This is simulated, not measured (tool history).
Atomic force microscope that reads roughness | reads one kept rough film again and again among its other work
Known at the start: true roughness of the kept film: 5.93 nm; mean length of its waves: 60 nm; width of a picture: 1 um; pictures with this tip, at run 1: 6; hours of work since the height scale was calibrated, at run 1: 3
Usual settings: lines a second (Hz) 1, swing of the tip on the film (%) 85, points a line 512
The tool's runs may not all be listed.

run	hour	lines a second (Hz)	swing of the tip on the film (%)	points a line	pictures with this tip	hours of work since the height scale was calibrated	roughness of the kept film (nm (root mean square))
1	0	1	85	512	6	3	4.907
2	15.3	1	65	512	28	11	5.024
3	40.2	1	65	512	63	25	4.685
4	51.4	1	58	512	78	32	4.608
# hour 61: new tip fitted
5	62.6	1	58	747	3	38	5.403
6	77.1	0.52	58	747	23	46	5.204
7	101.1	1	86	512	57	60	4.388
# hour 125: new tip fitted
8	125.3	1	86	512	0	73	4.966
9	141.1	1	86	512	22	82	4.685
10	166.8	1	69	512	59	97	4.602
11	177.6	1	69	512	74	103	4.484
# hour 190.7: new tip fitted
12	202.1	1	69	512	16	117	5.081
13	215.5	1	69	512	35	124	4.875
14	234.5	1	85	263	61	135	4.375
15	253.5	1	58	512	88	146	4.509
# hour 255.2: new tip fitted
16	271	1	60	512	22	156	5.119
17	293	1	60	512	53	168	4.779
# hour 295.4: height scale calibrated on a step standard
18	313.5	1	60	512	80	10	4.542
# hour 322.5: new tip fitted
19	336.9	1	85	512	21	23	4.726
20	349.5	2.51	85	494	39	30	3.945
21	374.6	2.51	85	494	74	45	3.687
# hour 386.7: new tip fitted
22	388.2	2.48	83	610	2	52	4.396
23	400.9	3.68	83	480	20	59	3.839
24	412	3.24	65	480	36	66	4.536
25	436.1	3.24	65	480	70	79	4.217
# hour 448.6: height scale calibrated on a step standard, once more
# hour 452.3: new tip fitted
26	462.7	0.63	80	537	14	8	5.051
27	473.2	1.47	57	512	29	14	5.018
28	484.3	1.47	57	512	45	20	4.839
29	501.9	1.47	57	512	69	30	4.613
30	516	1.92	64	636	89	38	4.324
# hour 518.1: new tip fitted
31	534.4	1.92	64	636	22	48	4.962
32	559.5	1.52	85	311	58	63	4.185
33	575.7	2.68	68	362	81	72	4.177
# hour 583.5: new tip fitted
34	594.1	2.68	68	362	15	82	4.744
35	606.8	2.68	68	362	33	89	4.605
36	619.2	3.22	55	565	50	96	4.701
37	635.4	3.22	76	284	73	105	3.843

How the hidden state differs across the entries between the runs, from the last listed run before each to the first after it:
Between runs 4 and 5: new tip fitted (hour 61)
  radius of the tip, nm: 39.8 -> 11.5; height scale over the true one, %: 0.09 -> 0.08
  measured less the result without the state, roughness of the kept film (nm (root mean square)): -0.832 -> -0.043
Between runs 7 and 8: new tip fitted (hour 125)
  radius of the tip, nm: 31.2 -> 11; height scale over the true one, %: 0.07 -> 0.06
  measured less the result without the state, roughness of the kept film (nm (root mean square)): -0.564 -> -0.028
Between runs 11 and 12: new tip fitted (hour 190.7)
  radius of the tip, nm: 39.3 -> 16.5; height scale over the true one, %: 0.05 -> 0.04
  measured less the result without the state, roughness of the kept film (nm (root mean square)): -0.801 -> -0.2
Between runs 15 and 16: new tip fitted (hour 255.2)
  radius of the tip, nm: 44.1 -> 19.8; height scale over the true one, %: 0.03 -> 0.02
  measured less the result without the state, roughness of the kept film (nm (root mean square)): -0.938 -> -0.304
Between runs 17 and 18: height scale calibrated on a step standard (hour 295.4)
  radius of the tip, nm: 31 -> 41.3
  measured less the result without the state, roughness of the kept film (nm (root mean square)): -0.611 -> -0.869
Between runs 18 and 19: new tip fitted (hour 322.5)
  radius of the tip, nm: 41.3 -> 18.9; height scale over the true one, %: 0.01 -> 0
  measured less the result without the state, roughness of the kept film (nm (root mean square)): -0.869 -> -0.257
Between runs 21 and 22: new tip fitted (hour 386.7)
  radius of the tip, nm: 39.2 -> 11.1
  measured less the result without the state, roughness of the kept film (nm (root mean square)): -0.657 -> -0.031
Between runs 25 and 26: height scale calibrated on a step standard, once more (hour 448.6); new tip fitted (hour 452.3)
  radius of the tip, nm: 37.9 -> 16.3; height scale over the true one, %: -0.03 -> 0.02
  measured less the result without the state, roughness of the kept film (nm (root mean square)): -0.718 -> -0.193
Between runs 30 and 31: new tip fitted (hour 518.1)
  radius of the tip, nm: 43.8 -> 19.2; height scale over the true one, %: 0.01 -> 0
  measured less the result without the state, roughness of the kept film (nm (root mean square)): -0.893 -> -0.281
Between runs 33 and 34: new tip fitted (hour 583.5)
  radius of the tip, nm: 40.7 -> 16.2; height scale over the true one, %: -0.01 -> -0.02
  measured less the result without the state, roughness of the kept film (nm (root mean square)): -0.784 -> -0.18
